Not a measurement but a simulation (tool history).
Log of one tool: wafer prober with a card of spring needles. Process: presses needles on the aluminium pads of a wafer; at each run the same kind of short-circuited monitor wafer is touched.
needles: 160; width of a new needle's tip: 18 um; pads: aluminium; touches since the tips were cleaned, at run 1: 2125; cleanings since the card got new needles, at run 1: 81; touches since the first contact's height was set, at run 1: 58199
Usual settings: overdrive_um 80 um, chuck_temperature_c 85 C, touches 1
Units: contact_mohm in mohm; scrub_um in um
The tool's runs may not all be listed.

run,hour,overdrive_um,chuck_temperature_c,touches,touches since the tips were cleaned,cleanings since the card got new needles,touches since the first contact's height was set,contact_mohm,scrub_um
1,0.0,80,85,1,2125,81,58199,119,11.03
# hour 4.3: tips cleaned on abrasive film
# hour 13.3: tips cleaned on abrasive film
2,18.1,80,85,1,2199,83,66449,117,11.01
# hour 22.5: tips cleaned on abrasive film
# hour 31.2: tips cleaned on abrasive film
3,38.2,98,85,1,3226,85,75610,115,13.48
# hour 40.9: tips cleaned on abrasive film
4,47.0,98,85,1,2791,86,79596,113,13.49
# hour 50.1: tips cleaned on abrasive film
5,55.5,98,85,1,2482,87,83480,117,13.54
# hour 59.9: tips cleaned on abrasive film
# hour 68.2: tips cleaned on abrasive film
6,73.3,80,85,1,2366,89,91600,118,11.03
# hour 77.4: tips cleaned on abrasive film
7,82.2,67,85,1,2224,90,95622,119,9.23
# hour 86.0: tips cleaned on abrasive film
# hour 94.3: tips cleaned on abrasive film
8,94.5,80,85,2,70,92,101194,116,11.00
# hour 103.6: tips cleaned on abrasive film
9,107.0,61,85,1,1572,93,106909,122,8.42
# hour 113.4: tips cleaned on abrasive film
10,121.1,61,85,1,3538,94,113354,122,8.40
# hour 122.1: tips cleaned on abrasive film
# hour 130.4: tips cleaned on abrasive film
11,134.9,80,85,1,2065,96,119625,114,11.03
# hour 139.5: tips cleaned on abrasive film
# hour 149.1: tips cleaned on abrasive film
12,152.4,80,85,1,1511,98,127578,116,11.04
# hour 157.6: tips cleaned on abrasive film
# hour 166.7: tips cleaned on abrasive film
13,169.5,80,85,3,1325,100,135382,116,11.03
# hour 175.5: tips cleaned on abrasive film
14,179.0,80,85,1,1600,101,139676,118,11.00
# hour 184.7: tips cleaned on abrasive film
15,189.7,94,85,1,2278,102,144561,119,13.00
# hour 194.5: tips cleaned on abrasive film
# hour 203.4: tips cleaned on abrasive film
16,205.4,94,85,1,931,104,151718,114,12.98
# hour 211.7: tips cleaned on abrasive film
# hour 218.2: height of the first contact set anew
# hour 221.0: tips cleaned on abrasive film
17,221.3,94,85,1,168,106,1408,115,12.93
# hour 230.0: tips cleaned on abrasive film
18,236.0,94,30,3,2775,107,8127,109,12.95
# hour 238.8: tips cleaned on abrasive film
# hour 247.5: tips cleaned on abrasive film
19,254.8,67,85,1,3373,109,16692,118,9.23
# hour 256.6: tips cleaned on abrasive film
# hour 265.5: tips cleaned on abrasive film
20,266.4,71,85,1,428,111,21927,120,9.79
# hour 275.2: tips cleaned on abrasive film
21,282.7,71,85,1,3453,112,29414,117,9.81
# hour 284.5: tips cleaned on abrasive film
# hour 293.5: tips cleaned on abrasive film
22,293.6,71,85,1,26,114,34318,116,9.78
# hour 302.8: tips cleaned on abrasive film
23,304.4,71,85,1,712,115,39237,119,9.78
# hour 311.2: tips cleaned on abrasive film
24,318.7,71,85,1,3444,116,45786,120,9.79
# hour 320.3: tips cleaned on abrasive film
# hour 329.7: tips cleaned on abrasive film
25,336.9,71,56,2,3323,118,54076,114,9.78
# hour 338.1: tips cleaned on abrasive film
# hour 347.0: tips cleaned on abrasive film
26,350.2,73,79,2,1476,120,60114,117,10.07
# hour 355.6: tips cleaned on abrasive film
# hour 364.0: tips cleaned on abrasive film
27,364.0,61,42,2,0,122,66341,112,8.40
# hour 372.4: tips cleaned on abrasive film
28,378.3,61,26,2,2724,123,72911,114,8.42
# hour 382.0: tips cleaned on abrasive film
# hour 390.6: tips cleaned on abrasive film
29,397.3,80,68,2,3080,125,81567,114,11.06
# hour 399.2: tips cleaned on abrasive film
# hour 407.8: tips cleaned on abrasive film
# hour 416.4: tips cleaned on abrasive film
30,416.4,80,68,2,0,128,90233,114,11.03
# hour 426.0: tips cleaned on abrasive film
# hour 435.0: tips cleaned on abrasive film
31,436.5,84,85,1,681,130,99358,118,11.59
# hour 443.9: tips cleaned on abrasive film
# hour 453.3: tips cleaned on abrasive film
32,454.4,84,85,1,495,132,107534,115,11.54

Forecast each of these 3 alternatives for the next run:
# hour 462.4: tips cleaned on abrasive film
# hour 470.7: tips cleaned on abrasive film
A,470.7,64,85,1,0,134,114941,?,?
# hour 462.4: tips cleaned on abrasive film
# hour 470.7: tips cleaned on abrasive film
B,470.7,93,31,1,0,134,114941,?,?
# hour 462.4: tips cleaned on abrasive film
# hour 470.7: tips cleaned on abrasive film
C,470.7,93,58,2,0,134,114941,?,?

run,contact_mohm,scrub_um
A,120,8.82
B,108,12.80
C,112,12.79
Without the tool's hidden state the same runs would have given:
run,contact_mohm,scrub_um
A,120,8.83
B,108,12.80
C,112,12.79
